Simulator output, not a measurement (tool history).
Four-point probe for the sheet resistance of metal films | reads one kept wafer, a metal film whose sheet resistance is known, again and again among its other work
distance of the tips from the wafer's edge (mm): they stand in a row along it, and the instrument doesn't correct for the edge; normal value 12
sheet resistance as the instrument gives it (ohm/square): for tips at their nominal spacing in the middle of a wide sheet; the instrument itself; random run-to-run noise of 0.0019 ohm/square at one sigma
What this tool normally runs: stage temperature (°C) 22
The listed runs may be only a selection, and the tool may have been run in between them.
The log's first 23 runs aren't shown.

run      day  stage temperature (°C)  distance of the tips from the wafer's edge (mm)  sheet resistance as the instrument gives it (ohm/square)
 24   53.179                      30                                               12                                                  9.455338
 25   55.871                      22                                                7                                                  9.384523
 26   58.742                      29                                               46                                                  9.426430
 27   60.208                      21                                               67                                                  9.333359
 28   62.017                      21                                               67                                                  9.337287
 29   64.904                      22                                                8                                                  9.387492
 30   67.012                      33                                               74                                                  9.477345
 31   69.842                      29                                               19                                                  9.436826
      70.142  -- stage's thermometer calibrated
 32   72.658                      29                                               19                                                  9.446677
 33   75.312                      23                                                7                                                  9.412956
 34   77.508                      32                                                7                                                  9.516032
 35   80.058                      32                                                7                                                  9.519017
      83.021  -- stage's thermometer calibrated, once more
 36   83.088                      29                                               44                                                  9.428969
 37   84.500                      22                                               10                                                  9.363457
 38   86.983                      22                                               10                                                  9.367772
 39   89.846                      26                                                8                                                  9.426464
 40   91.412                      24                                               43                                                  9.371747
 41   93.883                      24                                               43                                                  9.371896
 42   96.671                      23                                                7                                                  9.400969
 43   99.196                      23                                                7                                                  9.404024
 44  101.083                      22                                               14                                                  9.361509
 45  103.000                      31                                               13                                                  9.470407

Branching from run 45: 3 alternative next runs. What would each branch give?
  A  105.283                      26                                               36                                                         ?
  B  105.283                      31                                               13                                                         ?
  C  105.283                      22                                                8                                                         ?

run  sheet resistance as the instrument gives it (ohm/square)
  A                                                  9.404446
  B                                                  9.467369
  C                                                  9.385372
Without the tool's hidden state the same runs would have given:
run  sheet resistance as the instrument gives it (ohm/square)
  A                                                  9.295782
  B                                                  9.358065
  C                                                  9.276891
